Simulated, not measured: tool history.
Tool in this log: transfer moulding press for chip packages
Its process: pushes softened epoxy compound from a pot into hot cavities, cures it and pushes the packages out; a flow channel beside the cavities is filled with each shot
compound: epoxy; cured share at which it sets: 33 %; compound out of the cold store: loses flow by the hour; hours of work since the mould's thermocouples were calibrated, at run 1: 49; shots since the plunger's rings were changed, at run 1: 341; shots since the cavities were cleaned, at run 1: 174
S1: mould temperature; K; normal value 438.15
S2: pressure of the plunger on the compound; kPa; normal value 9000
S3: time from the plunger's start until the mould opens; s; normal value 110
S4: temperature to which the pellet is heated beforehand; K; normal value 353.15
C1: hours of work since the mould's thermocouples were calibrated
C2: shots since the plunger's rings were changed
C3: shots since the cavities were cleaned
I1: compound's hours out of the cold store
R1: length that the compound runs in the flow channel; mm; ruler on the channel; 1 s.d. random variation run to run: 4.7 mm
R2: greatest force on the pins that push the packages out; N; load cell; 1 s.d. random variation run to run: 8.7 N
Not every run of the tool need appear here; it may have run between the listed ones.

{"run": 1, "day": 0.0, "S1": 438.15, "S2": 9000, "S3": 110, "S4": 353.15, "C1": 49, "C2": 341, "C3": 174, "I1": 44.4, "R1": 871, "R2": 490}
{"run": 2, "day": 0.492, "S1": 438.15, "S2": 9000, "S3": 110, "S4": 353.15, "C1": 56, "C2": 448, "C3": 281, "I1": 27.6, "R1": 964, "R2": 562}
{"run": 3, "day": 1.05, "S1": 438.15, "S2": 10250, "S3": 110, "S4": 353.15, "C1": 64, "C2": 571, "C3": 404, "I1": 47.8, "R1": 906, "R2": 595}
{"run": 4, "day": 1.6, "S1": 438.15, "S2": 10530, "S3": 110, "S4": 353.15, "C1": 71, "C2": 690, "C3": 523, "I1": 41.9, "R1": 952, "R2": 621}
{"run": 5, "day": 2.092, "S1": 438.15, "S2": 10530, "S3": 110, "S4": 353.15, "C1": 78, "C2": 799, "C3": 632, "I1": 38.8, "R1": 979, "R2": 678}
{"run": 6, "day": 2.4, "S1": 438.15, "S2": 10530, "S3": 110, "S4": 353.15, "C1": 83, "C2": 866, "C3": 699, "I1": 30.3, "R1": 1016, "R2": 697}
{"run": 7, "day": 2.675, "S1": 438.15, "S2": 10530, "S3": 110, "S4": 353.15, "C1": 86, "C2": 926, "C3": 759, "I1": 33.5, "R1": 1001, "R2": 675}
{"run": 8, "day": 2.958, "S1": 438.15, "S2": 10530, "S3": 110, "S4": 353.15, "C1": 90, "C2": 988, "C3": 821, "I1": 37.8, "R1": 972, "R2": 750}
{"run": 9, "day": 3.529, "S1": 438.15, "S2": 10530, "S3": 110, "S4": 353.15, "C1": 98, "C2": 1112, "C3": 945, "I1": 25.2, "R1": 1046, "R2": 769}

Run 10 has not been measured yet. What should we expect?
{"day": 4.112, "done": "cavities cleaned with cleaning compound and waxed"}
{"run": 10, "day": 4.142, "S1": 439.15, "S2": 10650, "S3": 110, "S4": 360.15, "C1": 106, "C2": 1233, "C3": 6, "I1": 29.9, "R1": "?", "R2": "?"}

R1: 1022 mm
R2: 383 N
Were there no unlogged condition in the tool, this run, its random variation unchanged, would have produced R1 1036 mm, R2 367 N.

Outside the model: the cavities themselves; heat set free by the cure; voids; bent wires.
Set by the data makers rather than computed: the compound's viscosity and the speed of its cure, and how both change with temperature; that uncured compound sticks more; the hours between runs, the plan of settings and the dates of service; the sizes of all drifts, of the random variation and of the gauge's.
